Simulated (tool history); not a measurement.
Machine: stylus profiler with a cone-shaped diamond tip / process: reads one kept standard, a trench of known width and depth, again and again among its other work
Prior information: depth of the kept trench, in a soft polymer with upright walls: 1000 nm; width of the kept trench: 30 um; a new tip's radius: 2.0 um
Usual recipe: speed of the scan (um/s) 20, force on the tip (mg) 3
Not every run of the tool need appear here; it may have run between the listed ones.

run	day	speed of the scan (um/s)	force on the tip (mg)	depth of the trench (nm)	width of the trench's floor (µm)
1	0	20	3	1011.62	26.46
2	1.629	20	6.04	1018.81	26.4
3	4.108	32	3	1011.7	26.33
4	7.817	32	2.38	1010.35	26.3
5	11.646	20	3	1012.06	26.21
6	13.921	20	3	1012.09	26.2
7	16.7	20	3	1012.33	26.18
8	20.246	20	3	1012.4	26.13
9	22.762	11	3	1012.29	26.14
10	24.929	20	3	1012.25	26.07
11	27.304	20	2.78	1011.79	26.02
12	29.792	20	2.78	1012.01	25.96
13	33.196	20	2.78	1012.27	26.02
14	35.892	20	2.78	1012.18	25.89
15	39.15	20	2.78	1012.52	25.88
16	41.571	20	2.78	1012.19	25.82
17	44.608	20	2.78	1012.22	25.79
18	47.788	20	3.42	1014.09	25.73
19	50.875	9	3	1012.92	25.8
20	53.338	20	3	1013.64	25.76
21	56.354	20	3	1013.18	25.64
22	58.621	16	6.65	1021.56	25.68
23	61.083	11	2.92	1013.1	25.62
24	63.45	11	2.92	1013.27	25.65
25	65.433	11	2.92	1013.37	25.59
26	68.233	20	4.09	1016.06	25.48
27	70.508	12	3	1013.7	25.49
28	73.746	12	3	1014.06	25.53
29	76.333	12	3	1013.81	25.42
30	78.446	12	3	1014.36	25.4
31	81.288	12	3	1014.11	25.37
32	84.742	31	8.48	1025.72	25.34
33	86.542	5	1.06	1008.23	25.33
34	88.496	5	1.06	1008.45	25.26
35	90.917	5	1.06	1008.8	25.3
36	94.3	5	1.06	1008.76	25.31
37	97.479	5	1.06	1008.89	25.22
38	100.108	14	1.29	1009.39	25.13
39	102.008	14	1.29	1010.2	25.09
40	104.321	14	1.29	1009.81	25.09
# day 105.1: height scale calibrated on a step standard
41	106.592	44	1.91	1008.62	24.96
42	109.792	44	1.91	1008.74	24.92

Measured minus without-hidden-state, run by run (identical run-to-run variation in each term; gauge scatter may differ):
The hidden state here: radius of the tip, um; height scale over the true one, %; drift of the gauge itself on depth_nm, %; drift of the gauge itself on floor_um, %.
run	depth of the trench (nm)	width of the trench's floor (µm)
1	+0.27	-0.01
2	+0.32	-0.04
3	+0.39	-0.08
4	+0.49	-0.13
5	+0.6	-0.19
6	+0.67	-0.23
7	+0.76	-0.27
8	+0.86	-0.32
9	+0.93	-0.36
10	+0.98	-0.39
11	+1.04	-0.43
12	+1.12	-0.46
13	+1.21	-0.51
14	+1.28	-0.55
15	+1.37	-0.59
16	+1.45	-0.62
17	+1.53	-0.66
18	+1.62	-0.7
19	+1.71	-0.73
20	+1.78	-0.76
21	+1.86	-0.8
22	+1.95	-0.83
23	+2	-0.86
24	+2.06	-0.89
25	+2.12	-0.91
26	+2.2	-0.95
27	+2.27	-0.98
28	+2.35	-1.02
29	+2.43	-1.05
30	+2.49	-1.08
31	+2.56	-1.11
32	+2.68	-1.15
33	+2.68	-1.18
34	+2.74	-1.2
35	+2.82	-1.23
36	+2.92	-1.26
37	+3.02	-1.3
38	+3.09	-1.33
39	+3.15	-1.36
40	+3.22	-1.37
41	+0.16	-1.4
42	+0.26	-1.44

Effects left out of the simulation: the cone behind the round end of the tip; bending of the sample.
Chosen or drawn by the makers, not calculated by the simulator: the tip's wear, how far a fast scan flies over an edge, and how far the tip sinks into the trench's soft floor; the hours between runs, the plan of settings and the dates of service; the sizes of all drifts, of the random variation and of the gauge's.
